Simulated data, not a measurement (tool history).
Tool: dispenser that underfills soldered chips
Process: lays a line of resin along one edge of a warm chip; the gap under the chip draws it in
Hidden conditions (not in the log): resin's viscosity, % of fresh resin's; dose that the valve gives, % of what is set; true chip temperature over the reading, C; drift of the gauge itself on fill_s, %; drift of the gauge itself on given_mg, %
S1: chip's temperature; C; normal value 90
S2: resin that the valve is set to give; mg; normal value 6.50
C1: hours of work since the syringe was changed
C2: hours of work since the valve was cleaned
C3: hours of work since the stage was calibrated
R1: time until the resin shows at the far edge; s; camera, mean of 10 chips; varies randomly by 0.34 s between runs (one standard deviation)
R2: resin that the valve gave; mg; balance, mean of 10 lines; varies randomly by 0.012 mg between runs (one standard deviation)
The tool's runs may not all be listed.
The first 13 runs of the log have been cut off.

run   hour   S1    S2  C1  C2   C3    R1    R2
 14  133.8   90  7.66   7  63  296  23.5  7.45
     138.8  -- new syringe of resin
 15  146.3   90  7.66   5  72  304  20.4  7.42
 16  152.8   90  7.44   9  76  308  26.7  7.19
     155.0  -- dispensing valve cleaned and set on the balance
     156.6  -- new syringe of resin
 17  160.8   90  7.44   3   4  313  17.7  7.42
     172.3  -- new syringe of resin
 18  172.9   87  5.55   0  12  320  17.3  5.53
 19  179.8   87  6.50   5  16  325  22.0  6.46
     188.2  -- new syringe of resin
 20  193.7  104  6.50   4  25  334  11.8  6.43
 21  202.4   97  5.61   9  31  340  20.0  5.54
     203.9  -- new syringe of resin
 22  211.4   83  5.82   5  37  346  25.5  5.72
     220.1  -- new syringe of resin
 23  220.1   93  7.78   0  42  351  12.7  7.63
 24  230.6   81  7.78   7  49  358  29.5  7.61
     235.8  -- new syringe of resin
 25  237.2   81  7.78   1  53  362  20.9  7.59
 26  243.3   78  8.33   5  58  367  31.2  8.11
 27  249.5   78  8.33   9  62  371  37.5  8.07
     251.7  -- new syringe of resin
 28  261.8   90  8.33   7  70  379  21.0  8.05
     267.4  -- new syringe of resin
 29  270.8  103  8.26   2  75  384  10.5  7.97
     273.8  -- dispensing valve cleaned and set on the balance
     274.8  -- stage's temperature calibrated
 30  283.2   78  6.50   9   6    6  40.2  6.47
     286.2  -- new syringe of resin
 31  290.0   78  6.50   3  10   10  28.9  6.46
     302.4  -- new syringe of resin
 32  303.2   78  6.50   0  18   18  25.0  6.42
 33  314.8   78  6.50   8  26   26  39.1  6.39
     318.4  -- new syringe of resin
 34  324.4   78  6.50   4  32   32  30.4  6.36

Predict each of these 3 candidate next runs independently; none follows another, all start after run 34:
     334.9  -- new syringe of resin
  A  336.4  101  7.60   1  40  40   ?   ?
     334.9  -- new syringe of resin
  B  336.4   78  7.05   1  40  40   ?   ?
     334.9  -- new syringe of resin
  C  336.4   82  6.36   1  40  40   ?   ?

run    R1    R2
  A  11.4  7.42
  B  25.6  6.90
  C  22.2  6.21
With the hidden condition removed and each run's random variation left untouched, the same runs would have given:
run    R1    R2
  A  10.7  7.58
  B  24.2  7.06
  C  20.9  6.35
